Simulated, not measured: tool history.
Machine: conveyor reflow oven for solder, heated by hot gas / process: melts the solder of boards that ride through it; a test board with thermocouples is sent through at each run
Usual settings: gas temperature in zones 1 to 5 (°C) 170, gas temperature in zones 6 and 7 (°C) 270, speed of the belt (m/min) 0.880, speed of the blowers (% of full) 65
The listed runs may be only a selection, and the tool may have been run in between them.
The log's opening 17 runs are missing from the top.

run   hour  gas temperature in zones 1 to 5 (°C)  gas temperature in zones 6 and 7 (°C)  speed of the belt (m/min)  speed of the blowers (% of full)  hours of work since the flux was cleaned out  hours of work since the belt drive was overhauled  hours of work since the thermocouples were changed  highest temperature of the board (°C)  time above the solder's melting point (s)
 18  336.3                                   156                                    279                      0.804                                52                                            37                                                166                                                 548                                  247.1                                       31.0
 19  354.4                                   170                                    259                      0.880                                65                                            50                                                179                                                 560                                  236.4                                       24.5
 20  375.5                                   178                                    281                      0.929                                82                                            64                                                193                                                 575                                  259.6                                       37.2
 21  393.0                                   178                                    281                      0.929                                54                                            77                                                206                                                 587                                  248.3                                       30.8
 22  414.9                                   178                                    281                      0.929                                54                                            92                                                221                                                 603                                  248.0                                       30.8
 23  430.0                                   177                                    274                      0.707                                55                                           102                                                231                                                 613                                  253.9                                       46.2
 24  452.5                                   177                                    274                      0.707                                55                                           118                                                247                                                 629                                  253.9                                       45.6
     471.1  -- thermocouples of zones 6 and 7 changed
 25  476.9                                   177                                    263                      0.754                                55                                           134                                                263                                                   4                                  243.7                                       36.6
 26  492.4                                   157                                    270                      0.983                                65                                           144                                                273                                                  15                                  236.9                                       19.6
 27  514.0                                   166                                    282                      0.831                                51                                           159                                                288                                                  30                                  250.4                                       33.5
 28  528.6                                   166                                    282                      0.831                                51                                           170                                                299                                                  40                                  249.8                                       33.4
 29  548.4                                   184                                    258                      0.880                                65                                           183                                                312                                                  54                                  239.1                                       30.1
 30  570.1                                   184                                    280                      0.860                                54                                           199                                                327                                                  69                                  253.3                                       37.9
 31  583.8                                   181                                    270                      0.880                                67                                           208                                                337                                                  79                                  248.6                                       34.9

Here are 4 independent what-if runs from the current tool condition. What would each one return?
  A  600.0                                   164                                    270                      0.880                                65                                           219                                                348                                                  90                                      ?                                          ?
  B  600.0                                   175                                    264                      0.880                                87                                           219                                                348                                                  90                                      ?                                          ?
  C  600.0                                   183                                    270                      0.880                                65                                           219                                                348                                                  90                                      ?                                          ?
  D  600.0                                   171                                    281                      0.880                                51                                           219                                                348                                                  90                                      ?                                          ?

run  highest temperature of the board (°C)  time above the solder's melting point (s)
  A                                  243.9                                       28.1
  B                                  248.5                                       34.2
  C                                  248.7                                       35.0
  D                                  247.7                                       30.7
With no hidden state in the tool, these same runs would have given:
run  highest temperature of the board (°C)  time above the solder's melting point (s)
  A                                  245.0                                       28.8
  B                                  249.7                                       34.7
  C                                  249.7                                       35.4
  D                                  248.7                                       31.1

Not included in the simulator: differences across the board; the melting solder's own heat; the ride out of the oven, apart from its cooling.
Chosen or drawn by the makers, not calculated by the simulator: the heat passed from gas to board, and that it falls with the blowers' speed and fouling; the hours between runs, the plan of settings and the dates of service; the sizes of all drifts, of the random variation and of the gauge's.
